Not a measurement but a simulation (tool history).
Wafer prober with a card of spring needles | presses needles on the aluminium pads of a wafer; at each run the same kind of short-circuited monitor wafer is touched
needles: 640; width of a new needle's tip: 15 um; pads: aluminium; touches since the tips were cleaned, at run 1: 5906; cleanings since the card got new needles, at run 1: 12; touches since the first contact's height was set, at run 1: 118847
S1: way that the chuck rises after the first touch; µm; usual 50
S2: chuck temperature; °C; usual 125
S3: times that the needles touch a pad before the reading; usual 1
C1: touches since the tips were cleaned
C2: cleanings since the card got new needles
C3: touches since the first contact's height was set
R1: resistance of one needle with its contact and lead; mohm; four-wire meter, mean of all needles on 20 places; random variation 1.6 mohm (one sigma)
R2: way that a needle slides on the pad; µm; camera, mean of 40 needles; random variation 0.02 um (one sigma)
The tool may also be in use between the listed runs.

run 1 hour=0.0 | S1=50 S2=125 S3=1 | C1=5906 C2=12 C3=118847 | R1=209 R2=8.91
-- hour=4.6 tips cleaned on abrasive film
run 2 hour=6.0 | S1=50 S2=125 S3=1 | C1=638 C2=13 C3=121527 | R1=178 R2=8.89
run 3 hour=16.8 | S1=50 S2=125 S3=1 | C1=5499 C2=13 C3=126388 | R1=209 R2=8.89
-- hour=22.7 tips cleaned on abrasive film
run 4 hour=25.3 | S1=50 S2=125 S3=1 | C1=1167 C2=14 C3=130197 | R1=188 R2=8.89
run 5 hour=38.1 | S1=50 S2=125 S3=1 | C1=6948 C2=14 C3=135978 | R1=215 R2=8.84
-- hour=41.4 tips cleaned on abrasive film
run 6 hour=49.9 | S1=50 S2=125 S3=1 | C1=3853 C2=15 C3=141272 | R1=204 R2=8.82
-- hour=59.4 tips cleaned on abrasive film
run 7 hour=59.9 | S1=42 S2=125 S3=1 | C1=209 C2=16 C3=145749 | R1=178 R2=7.35
run 8 hour=69.4 | S1=42 S2=125 S3=1 | C1=4522 C2=16 C3=150062 | R1=237 R2=7.35
run 9 hour=76.6 | S1=42 S2=125 S3=1 | C1=7769 C2=16 C3=153309 | R1=241 R2=7.38
-- hour=77.8 tips cleaned on abrasive film
run 10 hour=86.1 | S1=41 S2=125 S3=1 | C1=3719 C2=17 C3=157552 | R1=234 R2=7.16
run 11 hour=94.7 | S1=41 S2=125 S3=1 | C1=7605 C2=17 C3=161438 | R1=247 R2=7.18
-- hour=95.9 tips cleaned on abrasive film
run 12 hour=102.3 | S1=41 S2=125 S3=1 | C1=2883 C2=18 C3=164850 | R1=229 R2=7.12
run 13 hour=110.9 | S1=66 S2=43 S3=2 | C1=6785 C2=18 C3=168752 | R1=161 R2=11.65
-- hour=112.2 height of the first contact set anew
-- hour=114.2 tips cleaned on abrasive film
run 14 hour=120.3 | S1=53 S2=57 S3=3 | C1=2790 C2=19 C3=3635 | R1=160 R2=9.22
-- hour=132.4 tips cleaned on abrasive film
run 15 hour=133.1 | S1=39 S2=40 S3=2 | C1=336 C2=20 C3=9381 | R1=166 R2=6.61
run 16 hour=141.4 | S1=39 S2=124 S3=2 | C1=4089 C2=20 C3=13134 | R1=216 R2=6.64
run 17 hour=147.0 | S1=66 S2=26 S3=2 | C1=6583 C2=20 C3=15628 | R1=161 R2=11.63
-- hour=150.5 tips cleaned on abrasive film
run 18 hour=159.6 | S1=59 S2=125 S3=2 | C1=4121 C2=21 C3=21311 | R1=179 R2=10.27
-- hour=164.7 height of the first contact set anew, once more
-- hour=168.8 tips cleaned on abrasive film
run 19 hour=172.0 | S1=59 S2=125 S3=2 | C1=1437 C2=22 C3=3252 | R1=168 R2=10.81
run 20 hour=181.8 | S1=59 S2=125 S3=2 | C1=5863 C2=22 C3=7678 | R1=178 R2=10.82

Hidden state or all else? Some run-to-run changes of R1, split into what the settings, what came in and random variation would give without the hidden state, and what is left for the hidden state (with any gauge scatter that isn't in both results):
The hidden state here: debris on the tips, nm; way that the needles fall short of the set height, um; tips' diameter, um; drift of the gauge itself on contact_mohm, %; drift of the gauge itself on scrub_um, %.
Run 7 -> 8: no setting changed, nothing entered. R1 +59 mohm: hidden state +56, all else +3.
Run 12 -> 13: S1 41 -> 66, S2 125 -> 43, S3 1 -> 2. R1 -68 mohm: hidden state -41, all else -27.

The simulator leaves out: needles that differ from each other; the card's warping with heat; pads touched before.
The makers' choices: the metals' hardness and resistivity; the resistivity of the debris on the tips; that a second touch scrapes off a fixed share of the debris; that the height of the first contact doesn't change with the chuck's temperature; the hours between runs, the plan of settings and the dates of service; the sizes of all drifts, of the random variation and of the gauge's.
